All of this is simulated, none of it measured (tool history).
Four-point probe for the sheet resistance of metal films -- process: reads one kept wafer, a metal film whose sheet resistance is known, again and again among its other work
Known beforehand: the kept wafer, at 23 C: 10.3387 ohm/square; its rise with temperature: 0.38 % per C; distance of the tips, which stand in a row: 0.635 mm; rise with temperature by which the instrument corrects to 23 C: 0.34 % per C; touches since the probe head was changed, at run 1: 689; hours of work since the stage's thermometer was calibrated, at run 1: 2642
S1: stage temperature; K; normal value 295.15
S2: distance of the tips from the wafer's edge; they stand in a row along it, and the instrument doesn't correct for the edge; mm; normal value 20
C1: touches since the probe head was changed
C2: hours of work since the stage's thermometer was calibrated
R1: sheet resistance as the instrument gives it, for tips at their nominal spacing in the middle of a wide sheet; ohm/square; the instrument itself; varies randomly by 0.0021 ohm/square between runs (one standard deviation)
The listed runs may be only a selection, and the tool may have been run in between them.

Run 1, hour 0: usual settings; C1 689; C2 2642. Result: R1 10.395461 ohm/square.
Run 2, hour 11.7: usual settings; C1 862; C2 2648. Result: R1 10.392076 ohm/square.
Run 3, hour 23: usual settings; C1 1028; C2 2655. Result: R1 10.391065 ohm/square.
Run 4, hour 32.7: usual settings; C1 1172; C2 2661. Result: R1 10.391528 ohm/square.
Run 5, hour 45.3: usual settings; C1 1357; C2 2668. Result: R1 10.396118 ohm/square.
Run 6, hour 59.9: usual settings but S1 293.15 K, S2 3 mm; C1 1573; C2 2677. Result: R1 10.628416 ohm/square.
Run 7, hour 70.4: usual settings but S1 293.15 K, S2 3 mm; C1 1727; C2 2683. Result: R1 10.62479 ohm/square.

For run 8, what comes out?
Run 8, hour 83.3: usual settings but S1 293.15 K, S2 3 mm; C1 1917; C2 2691. Result: R1 ?.

R1: 10.619647 ohm/square
On a tool with no hidden condition, and with the same random variation, this run would have come out at R1 10.565097 ohm/square.
